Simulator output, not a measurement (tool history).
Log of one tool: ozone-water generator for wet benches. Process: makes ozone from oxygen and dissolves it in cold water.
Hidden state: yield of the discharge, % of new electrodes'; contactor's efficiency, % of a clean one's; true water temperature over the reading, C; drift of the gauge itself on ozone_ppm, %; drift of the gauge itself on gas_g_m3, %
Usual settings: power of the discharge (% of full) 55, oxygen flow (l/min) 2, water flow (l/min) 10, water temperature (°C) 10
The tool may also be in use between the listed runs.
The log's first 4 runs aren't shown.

| run | hour | power of the discharge (% of full) | oxygen flow (l/min) | water flow (l/min) | water temperature (°C) | hours of work since the electrodes were changed | hours of work since the contactor was cleaned | hours of work since the thermometer was calibrated | dissolved ozone (ppm) | ozone in the gas ahead of the water (g/m3) |
|---|---|---|---|---|---|---|---|---|---|---|
| 5 | 204.7 | 55 | 2 | 10 | 7 | 1672 | 5598 | 823 | 17.9 | 151.7 |
| 6 | 255.6 | 55 | 2 | 10 | 7 | 1719 | 5645 | 870 | 17.9 | 152.1 |
| 7 | 294.9 | 55 | 2 | 10 | 7 | 1756 | 5682 | 907 | 17.7 | 152.5 |
| 8 | 336.9 | 55 | 2 | 10 | 13 | 1795 | 5721 | 946 | 16.5 | 150.5 |
| 9 | 386.6 | 55 | 2 | 8 | 10 | 1841 | 5767 | 992 | 20.9 | 152.2 |
| 10 | 426.5 | 43 | 2 | 10 | 10 | 1878 | 5804 | 1029 | 13.9 | 123.9 |
| 11 | 474.1 | 43 | 2 | 10 | 10 | 1922 | 5848 | 1073 | 13.9 | 121.9 |
| 12 | 508.8 | 43 | 2 | 10 | 10 | 1955 | 5881 | 1106 | 14 | 121.8 |
| 13 | 547.9 | 55 | 2 | 10 | 10 | 1991 | 5917 | 1142 | 17.3 | 151 |
| 14 | 607.8 | 55 | 2 | 10 | 10 | 2047 | 5973 | 1198 | 17.3 | 152.7 |
| 15 | 642.2 | 73 | 2 | 10 | 10 | 2079 | 6005 | 1230 | 22 | 192.5 |
| 16 | 696.4 | 73 | 2 | 10 | 10 | 2129 | 6055 | 1280 | 21.9 | 195.3 |
| 17 | 748.3 | 55 | 1.58 | 6 | 11 | 2178 | 6103 | 1328 | 25.1 | 173.9 |
| 18 | 777.7 | 56 | 1.11 | 9 | 10 | 2205 | 6131 | 1356 | 17.8 | 223.6 |
| 19 | 837 | 67 | 2 | 10 | 10 | 2260 | 6186 | 1411 | 20.2 | 178.6 |
| 20 | 865.4 | 68 | 2 | 6 | 7 | 2286 | 6212 | 1437 | 31.8 | 180.1 |
| 21 | 925.1 | 68 | 2 | 6 | 7 | 2342 | 6268 | 1493 | 31.7 | 181.9 |
| 22 | 965.2 | 48 | 2 | 6 | 5 | 2379 | 6305 | 1530 | 24.2 | 135.1 |
| 23 | 991.4 | 55 | 3.24 | 10 | 8 | 2404 | 6329 | 1555 | 17.8 | 111.8 |
| 24 | 1019 | 55 | 3.24 | 10 | 8 | 2429 | 6355 | 1580 | 17.4 | 111.2 |
| 25 | 1065.6 | 55 | 3.24 | 10 | 8 | 2473 | 6398 | 1624 | 17.2 | 110.2 |
| 26 | 1097.2 | 55 | 2 | 7 | 10 | 2502 | 6428 | 1653 | 22.9 | 150.9 |
| 27 | 1150.3 | 62 | 3.34 | 10 | 10 | 2551 | 6477 | 1702 | 18.4 | 121.1 |
| 28 | 1191.1 | 62 | 3.34 | 8 | 10 | 2589 | 6515 | 1740 | 21.9 | 121.2 |

Run 29 comes next. What will it give?
| 29 | 1251 | 62 | 3.34 | 8 | 10 | 2645 | 6571 | 1796 | ? | ? |

dissolved ozone (ppm): 22.1
ozone in the gas ahead of the water (g/m3): 120.5
Without the tool's hidden state the same run would have given dissolved ozone (ppm) 23.8, ozone in the gas ahead of the water (g/m3) 126.3.
